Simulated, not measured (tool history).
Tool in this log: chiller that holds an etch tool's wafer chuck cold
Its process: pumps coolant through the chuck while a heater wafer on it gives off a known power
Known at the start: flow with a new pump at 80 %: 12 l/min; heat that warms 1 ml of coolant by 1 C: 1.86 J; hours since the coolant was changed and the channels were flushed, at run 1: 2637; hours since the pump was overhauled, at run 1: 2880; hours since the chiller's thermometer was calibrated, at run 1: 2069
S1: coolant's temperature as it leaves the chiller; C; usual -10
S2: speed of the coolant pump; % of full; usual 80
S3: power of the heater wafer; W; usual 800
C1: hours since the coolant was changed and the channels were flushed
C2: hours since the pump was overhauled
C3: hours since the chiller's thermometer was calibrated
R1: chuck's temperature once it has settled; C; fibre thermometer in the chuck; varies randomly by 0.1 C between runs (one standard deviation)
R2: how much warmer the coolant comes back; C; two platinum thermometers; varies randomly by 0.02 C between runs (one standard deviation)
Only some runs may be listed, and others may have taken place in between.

run 1 hour=0.0 | S1=-10 S2=80 S3=800 | C1=2637 C2=2880 C3=2069 | R1=-2.1 R2=2.16
run 2 hour=75.6 | S1=-10 S2=80 S3=800 | C1=2713 C2=2955 C3=2145 | R1=-2.3 R2=2.18
run 3 hour=156.9 | S1=-10 S2=80 S3=800 | C1=2794 C2=3037 C3=2226 | R1=-2.2 R2=2.17
run 4 hour=233.4 | S1=-10 S2=80 S3=800 | C1=2871 C2=3113 C3=2303 | R1=-2.2 R2=2.14
run 5 hour=406.8 | S1=-10 S2=80 S3=800 | C1=3044 C2=3286 C3=2476 | R1=-2.2 R2=2.15
run 6 hour=487.6 | S1=-10 S2=80 S3=458 | C1=3125 C2=3367 C3=2557 | R1=-5.5 R2=1.20
run 7 hour=617.0 | S1=-19 S2=80 S3=800 | C1=3254 C2=3497 C3=2686 | R1=-11.2 R2=2.18
run 8 hour=768.7 | S1=-19 S2=80 S3=800 | C1=3406 C2=3648 C3=2838 | R1=-11.4 R2=2.16
run 9 hour=942.8 | S1=-19 S2=80 S3=800 | C1=3580 C2=3822 C3=3012 | R1=-11.3 R2=2.17
-- hour=977.9 chiller's thermometer calibrated
run 10 hour=1018.5 | S1=-10 S2=80 S3=800 | C1=3655 C2=3897 C3=41 | R1=-2.3 R2=2.16
run 11 hour=1106.0 | S1=-10 S2=80 S3=800 | C1=3742 C2=3985 C3=128 | R1=-2.2 R2=2.14
run 12 hour=1265.8 | S1=-10 S2=94 S3=800 | C1=3902 C2=4144 C3=288 | R1=-3.2 R2=1.81
run 13 hour=1414.0 | S1=-10 S2=94 S3=922 | C1=4050 C2=4293 C3=436 | R1=-2.3 R2=2.06
run 14 hour=1549.8 | S1=-10 S2=70 S3=800 | C1=4186 C2=4428 C3=572 | R1=-1.3 R2=2.49
run 15 hour=1641.8 | S1=-10 S2=72 S3=800 | C1=4278 C2=4520 C3=664 | R1=-1.4 R2=2.44
run 16 hour=1733.9 | S1=-10 S2=72 S3=800 | C1=4370 C2=4613 C3=756 | R1=-1.5 R2=2.41
run 17 hour=1875.0 | S1=-10 S2=72 S3=800 | C1=4511 C2=4754 C3=897 | R1=-1.4 R2=2.36
run 18 hour=2006.3 | S1=-6 S2=74 S3=612 | C1=4643 C2=4885 C3=1028 | R1=0.7 R2=1.79
run 19 hour=2115.0 | S1=-10 S2=64 S3=800 | C1=4751 C2=4994 C3=1137 | R1=-0.5 R2=2.77
run 20 hour=2221.4 | S1=-10 S2=64 S3=800 | C1=4858 C2=5100 C3=1243 | R1=-0.6 R2=2.73
run 21 hour=2328.8 | S1=-6 S2=81 S3=1023 | C1=4965 C2=5207 C3=1351 | R1=3.6 R2=2.71
run 22 hour=2476.3 | S1=-3 S2=65 S3=1133 | C1=5113 C2=5355 C3=1498 | R1=10.1 R2=3.85
run 23 hour=2606.1 | S1=-4 S2=91 S3=1133 | C1=5242 C2=5485 C3=1628 | R1=5.6 R2=2.66
run 24 hour=2770.9 | S1=-16 S2=61 S3=800 | C1=5407 C2=5650 C3=1793 | R1=-6.0 R2=2.89
run 25 hour=2886.5 | S1=-10 S2=80 S3=913 | C1=5523 C2=5765 C3=1909 | R1=-1.3 R2=2.48
run 26 hour=2976.6 | S1=-3 S2=80 S3=1042 | C1=5613 C2=5855 C3=1999 | R1=7.2 R2=2.83
run 27 hour=3112.3 | S1=-11 S2=86 S3=800 | C1=5749 C2=5991 C3=2134 | R1=-3.9 R2=2.02
run 28 hour=3247.1 | S1=-10 S2=91 S3=872 | C1=5883 C2=6126 C3=2269 | R1=-2.6 R2=2.03
run 29 hour=3338.2 | S1=-10 S2=91 S3=872 | C1=5975 C2=6217 C3=2360 | R1=-2.5 R2=2.04
run 30 hour=3416.2 | S1=-20 S2=83 S3=894 | C1=6053 C2=6295 C3=2438 | R1=-11.8 R2=2.31
run 31 hour=3583.4 | S1=-17 S2=73 S3=911 | C1=6220 C2=6462 C3=2605 | R1=-7.2 R2=2.71
run 32 hour=3669.3 | S1=-10 S2=61 S3=1085 | C1=6306 C2=6548 C3=2691 | R1=3.4 R2=3.89
run 33 hour=3843.9 | S1=-10 S2=63 S3=1012 | C1=6480 C2=6723 C3=2866 | R1=2.0 R2=3.53

3 options for the next run, each taken on its own from the tool as it stands now. Forecast them:
run A hour=3920.4 | S1=-10 S2=60 S3=1012 | C1=6557 C2=6799 C3=2942 | R1=? R2=?
run B hour=3920.4 | S1=-10 S2=71 S3=506 | C1=6557 C2=6799 C3=2942 | R1=? R2=?
run C hour=3920.4 | S1=-10 S2=63 S3=950 | C1=6557 C2=6799 C3=2942 | R1=? R2=?

run=A R1=2.7 R2=3.70
run=B R1=-4.5 R2=1.58
run=C R1=1.1 R2=3.32
What these runs would have given with no unlogged condition in the tool:
run=A R1=2.7 R2=3.70
run=B R1=-4.5 R2=1.58
run=C R1=1.1 R2=3.31
